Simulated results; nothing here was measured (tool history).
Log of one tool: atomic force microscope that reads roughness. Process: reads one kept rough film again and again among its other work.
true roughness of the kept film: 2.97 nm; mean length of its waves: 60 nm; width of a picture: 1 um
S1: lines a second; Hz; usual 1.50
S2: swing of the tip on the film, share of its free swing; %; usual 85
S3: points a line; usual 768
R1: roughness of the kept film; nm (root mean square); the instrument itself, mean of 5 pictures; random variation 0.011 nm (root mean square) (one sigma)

run 1 hour=0.0 | S1=1.50 S2=85 S3=768 | R1=2.538
run 2 hour=39.5 | S1=1.50 S2=85 S3=768 | R1=2.494
run 3 hour=84.8 | S1=1.50 S2=85 S3=600 | R1=2.405
run 4 hour=112.0 | S1=1.50 S2=85 S3=600 | R1=2.387
-- hour=116.5 new tip fitted
run 5 hour=145.7 | S1=1.50 S2=89 S3=768 | R1=2.503
run 6 hour=192.2 | S1=1.50 S2=89 S3=768 | R1=2.405
run 7 hour=229.7 | S1=1.50 S2=85 S3=768 | R1=2.407
run 8 hour=256.6 | S1=1.50 S2=85 S3=768 | R1=2.385
-- hour=266.7 new tip fitted
run 9 hour=287.2 | S1=1.50 S2=85 S3=768 | R1=2.557
run 10 hour=328.0 | S1=1.50 S2=60 S3=768 | R1=2.730
run 11 hour=361.2 | S1=1.50 S2=60 S3=768 | R1=2.685
run 12 hour=397.0 | S1=1.50 S2=85 S3=274 | R1=2.411
-- hour=418.7 new tip fitted
run 13 hour=431.3 | S1=1.50 S2=72 S3=274 | R1=2.741
run 14 hour=462.9 | S1=1.50 S2=72 S3=274 | R1=2.674
run 15 hour=501.0 | S1=1.50 S2=85 S3=344 | R1=2.470
run 16 hour=550.1 | S1=1.50 S2=85 S3=768 | R1=2.429
-- hour=568.5 new tip fitted
run 17 hour=578.1 | S1=1.50 S2=85 S3=768 | R1=2.591
run 18 hour=611.4 | S1=1.50 S2=85 S3=768 | R1=2.541
run 19 hour=653.4 | S1=1.50 S2=85 S3=768 | R1=2.474
run 20 hour=696.5 | S1=1.50 S2=85 S3=768 | R1=2.413
-- hour=721.1 new tip fitted
run 21 hour=730.5 | S1=1.50 S2=85 S3=768 | R1=2.588
-- hour=734.0 height scale calibrated on a step standard
run 22 hour=771.3 | S1=1.64 S2=85 S3=768 | R1=2.497
run 23 hour=795.7 | S1=1.50 S2=85 S3=768 | R1=2.509
run 24 hour=845.3 | S1=1.50 S2=61 S3=768 | R1=2.643
-- hour=875.3 new tip fitted
run 25 hour=880.4 | S1=1.50 S2=85 S3=690 | R1=2.626
run 26 hour=902.0 | S1=1.50 S2=85 S3=690 | R1=2.567
-- hour=927.4 height scale calibrated on a step standard, once more
run 27 hour=946.9 | S1=1.31 S2=85 S3=583 | R1=2.542
run 28 hour=973.7 | S1=1.31 S2=85 S3=583 | R1=2.483
run 29 hour=996.4 | S1=0.60 S2=78 S3=583 | R1=2.643
-- hour=1027.2 new tip fitted
run 30 hour=1028.3 | S1=1.88 S2=78 S3=406 | R1=2.624
run 31 hour=1077.1 | S1=1.88 S2=78 S3=406 | R1=2.523
run 32 hour=1111.2 | S1=1.88 S2=78 S3=406 | R1=2.479
run 33 hour=1158.6 | S1=1.88 S2=78 S3=406 | R1=2.428
-- hour=1177.2 new tip fitted
run 34 hour=1208.8 | S1=1.49 S2=70 S3=768 | R1=2.690
run 35 hour=1258.6 | S1=1.50 S2=87 S3=768 | R1=2.426
run 36 hour=1288.6 | S1=1.50 S2=87 S3=768 | R1=2.391
run 37 hour=1315.1 | S1=1.50 S2=87 S3=768 | R1=2.374
-- hour=1328.3 new tip fitted
run 38 hour=1352.9 | S1=3.62 S2=87 S3=419 | R1=2.158
run 39 hour=1401.1 | S1=3.62 S2=87 S3=419 | R1=2.101
run 40 hour=1423.1 | S1=3.62 S2=87 S3=419 | R1=2.077
run 41 hour=1458.7 | S1=0.92 S2=85 S3=309 | R1=2.507
-- hour=1479.0 new tip fitted
run 42 hour=1499.6 | S1=0.92 S2=85 S3=309 | R1=2.653
run 43 hour=1543.3 | S1=0.81 S2=78 S3=261 | R1=2.690
run 44 hour=1573.9 | S1=0.81 S2=78 S3=261 | R1=2.639
run 45 hour=1605.7 | S1=0.81 S2=78 S3=887 | R1=2.602
-- hour=1632.6 new tip fitted
run 46 hour=1647.0 | S1=0.81 S2=78 S3=887 | R1=2.756
run 47 hour=1692.5 | S1=1.50 S2=67 S3=594 | R1=2.696
run 48 hour=1730.3 | S1=2.03 S2=79 S3=404 | R1=2.457
run 49 hour=1777.3 | S1=0.86 S2=60 S3=768 | R1=2.655
-- hour=1785.1 new tip fitted
run 50 hour=1798.9 | S1=1.50 S2=83 S3=453 | R1=2.607
run 51 hour=1829.6 | S1=1.50 S2=83 S3=453 | R1=2.549
run 52 hour=1868.2 | S1=1.58 S2=72 S3=955 | R1=2.634

Measured less the same run without the tool's hidden state. The same run-to-run variation is in both; the gauge's scatter may not be:
The hidden state here: radius of the tip, nm; height scale over the true one, %; drift of the gauge itself on roughness_nm, %.
run=1 R1=-0.051
run=2 R1=-0.100
run=3 R1=-0.164
run=4 R1=-0.197
run=5 R1=-0.035
run=6 R1=-0.100
run=7 R1=-0.154
run=8 R1=-0.185
run=9 R1=-0.020
run=10 R1=-0.081
run=11 R1=-0.126
run=12 R1=-0.165
run=13 R1=-0.004
run=14 R1=-0.049
run=15 R1=-0.094
run=16 R1=-0.162
run=17 R1=+0.005
run=18 R1=-0.039
run=19 R1=-0.095
run=20 R1=-0.152
run=21 R1=+0.006
run=22 R1=-0.047
run=23 R1=-0.080
run=24 R1=-0.161
run=25 R1=+0.018
run=26 R1=-0.012
run=27 R1=-0.103
run=28 R1=-0.134
run=29 R1=-0.173
run=30 R1=-0.003
run=31 R1=-0.068
run=32 R1=-0.113
run=33 R1=-0.174
run=34 R1=-0.044
run=35 R1=-0.110
run=36 R1=-0.148
run=37 R1=-0.184
run=38 R1=-0.025
run=39 R1=-0.083
run=40 R1=-0.107
run=41 R1=-0.175
run=42 R1=-0.024
run=43 R1=-0.090
run=44 R1=-0.130
run=45 R1=-0.175
run=46 R1=-0.010
run=47 R1=-0.075
run=48 R1=-0.123
run=49 R1=-0.201
run=50 R1=-0.008
run=51 R1=-0.049
run=52 R1=-0.104
